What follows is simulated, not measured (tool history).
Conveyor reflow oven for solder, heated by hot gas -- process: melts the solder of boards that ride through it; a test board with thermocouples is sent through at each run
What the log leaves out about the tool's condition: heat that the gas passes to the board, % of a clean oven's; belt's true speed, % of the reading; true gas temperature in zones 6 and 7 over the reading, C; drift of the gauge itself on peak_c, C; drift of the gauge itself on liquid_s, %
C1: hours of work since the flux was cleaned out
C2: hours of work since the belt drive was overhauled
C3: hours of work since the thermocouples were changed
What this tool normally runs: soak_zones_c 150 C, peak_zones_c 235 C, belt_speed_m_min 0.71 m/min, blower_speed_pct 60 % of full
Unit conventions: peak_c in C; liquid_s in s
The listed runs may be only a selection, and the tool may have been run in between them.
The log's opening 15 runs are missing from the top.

Run 16, day 9.067: usual settings; C1 258; C2 366; C3 777. Result: peak_c 219.9 C, liquid_s 56.6 s.
At day 9.571: flux residue cleaned out of gas plates and filters.
Run 17, day 10.008: usual settings but peak_zones_c 236 C, belt_speed_m_min 0.712 m/min; C1 7; C2 378; C3 789. Result: peak_c 222.5 C, liquid_s 57.6 s.
Run 18, day 10.783: usual settings but soak_zones_c 141 C, peak_zones_c 240 C; C1 20; C2 391; C3 802. Result: peak_c 224.4 C, liquid_s 56.3 s.
Run 19, day 11.279: usual settings but soak_zones_c 141 C, peak_zones_c 244 C, belt_speed_m_min 0.594 m/min, blower_speed_pct 63 % of full; C1 29; C2 400; C3 810. Result: peak_c 234.1 C, liquid_s 73.7 s.
Run 20, day 11.979: usual settings but soak_zones_c 141 C, peak_zones_c 244 C, belt_speed_m_min 0.594 m/min, blower_speed_pct 63 % of full; C1 40; C2 411; C3 822. Result: peak_c 233.7 C, liquid_s 73.9 s.
Run 21, day 12.308: usual settings but soak_zones_c 156 C, peak_zones_c 239 C, belt_speed_m_min 0.763 m/min, blower_speed_pct 70 % of full; C1 46; C2 417; C3 828. Result: peak_c 226.7 C, liquid_s 58.3 s.
Run 22, day 12.992: usual settings but soak_zones_c 141 C, peak_zones_c 239 C, belt_speed_m_min 0.626 m/min, blower_speed_pct 51 % of full; C1 57; C2 428; C3 839. Result: peak_c 224.4 C, liquid_s 64.3 s.
Run 23, day 13.562: usual settings but soak_zones_c 152 C, peak_zones_c 239 C, belt_speed_m_min 0.626 m/min, blower_speed_pct 65 % of full; C1 67; C2 438; C3 849. Result: peak_c 230.9 C, liquid_s 71.6 s.
Run 24, day 14.296: usual settings but soak_zones_c 152 C, peak_zones_c 239 C, belt_speed_m_min 0.626 m/min, blower_speed_pct 65 % of full; C1 79; C2 450; C3 861. Result: peak_c 230 C, liquid_s 71.7 s.
Run 25, day 14.8: usual settings but belt_speed_m_min 0.649 m/min, blower_speed_pct 52 % of full; C1 87; C2 458; C3 869. Result: peak_c 221.8 C, liquid_s 63.8 s.
Run 26, day 15.442: usual settings but soak_zones_c 157 C, belt_speed_m_min 0.721 m/min, blower_speed_pct 64 % of full; C1 98; C2 469; C3 880. Result: peak_c 223.8 C, liquid_s 60.3 s.
Run 27, day 16.05: usual settings but soak_zones_c 157 C, belt_speed_m_min 0.721 m/min, blower_speed_pct 64 % of full; C1 108; C2 479; C3 890. Result: peak_c 224.1 C, liquid_s 60.8 s.
Run 28, day 16.388: usual settings but soak_zones_c 153 C, belt_speed_m_min 0.577 m/min; C1 114; C2 485; C3 896. Result: peak_c 227.5 C, liquid_s 77.4 s.
Run 29, day 17.1: usual settings but soak_zones_c 153 C, belt_speed_m_min 0.704 m/min; C1 126; C2 497; C3 907. Result: peak_c 222.6 C, liquid_s 59.6 s.
Run 30, day 17.588: usual settings but soak_zones_c 153 C, belt_speed_m_min 0.704 m/min; C1 134; C2 505; C3 916. Result: peak_c 221.9 C, liquid_s 58.9 s.

What does the tool deliver on the next run?
Run 31, day 18.067: usual settings but soak_zones_c 158 C; C1 142; C2 513; C3 924. Result: peak_c ?, liquid_s ?.

peak_c: 222.7 C
liquid_s: 61.7 s
The same run, on a tool lacking any hidden state, would have yielded peak_c 219.9 C, liquid_s 59.8 s.

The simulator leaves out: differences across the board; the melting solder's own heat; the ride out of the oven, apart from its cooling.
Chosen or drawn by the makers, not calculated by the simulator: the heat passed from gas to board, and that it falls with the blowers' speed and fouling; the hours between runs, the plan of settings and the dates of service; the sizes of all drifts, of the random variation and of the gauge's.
